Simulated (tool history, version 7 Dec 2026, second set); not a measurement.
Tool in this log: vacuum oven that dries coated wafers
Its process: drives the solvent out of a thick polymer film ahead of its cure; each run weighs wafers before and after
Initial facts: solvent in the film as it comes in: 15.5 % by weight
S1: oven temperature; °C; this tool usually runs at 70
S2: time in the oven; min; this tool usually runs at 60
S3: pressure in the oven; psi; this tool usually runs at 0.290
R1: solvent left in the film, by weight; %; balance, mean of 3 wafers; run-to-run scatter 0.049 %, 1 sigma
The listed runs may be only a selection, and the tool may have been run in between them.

| run | day | S1 | S2 | S3 | R1 |
|---|---|---|---|---|---|
| 1 | 0.000 | 70 | 60 | 0.290 | 3.70 |
| 2 | 1.446 | 61 | 60 | 0.290 | 7.14 |
|  | 2.258 | oven's thermocouples calibrated |
| 3 | 2.675 | 61 | 60 | 0.290 | 7.56 |
| 4 | 4.300 | 70 | 60 | 0.290 | 4.05 |
| 5 | 5.271 | 70 | 60 | 0.290 | 4.04 |
|  | 6.362 | oven's thermocouples calibrated, once more |
| 6 | 6.479 | 70 | 60 | 0.290 | 3.27 |
| 7 | 8.217 | 70 | 51 | 0.290 | 3.73 |
| 8 | 9.162 | 70 | 35 | 0.173 | 3.83 |
| 9 | 10.483 | 63 | 86 | 0.173 | 3.45 |
| 10 | 11.950 | 63 | 87 | 0.348 | 5.26 |
| 11 | 13.267 | 63 | 87 | 0.348 | 5.36 |

What if the next run were any one of these 5? Each begins from the tool's condition after run 11:
| A | 15.017 | 77 | 60 | 0.415 | ? |
| B | 15.017 | 70 | 60 | 0.438 | ? |
| C | 15.017 | 80 | 87 | 0.348 | ? |
| D | 15.017 | 74 | 45 | 0.309 | ? |
| E | 15.017 | 63 | 55 | 0.348 | ? |

| run | R1 |
|---|---|
| A | 2.90 |
| B | 4.70 |
| C | 2.17 |
| D | 2.99 |
| E | 6.71 |
With the hidden condition removed and each run's random variation left untouched, the same runs would have given:
| run | R1 |
|---|---|
| A | 2.82 |
| B | 4.59 |
| C | 2.11 |
| D | 2.89 |
| E | 6.57 |
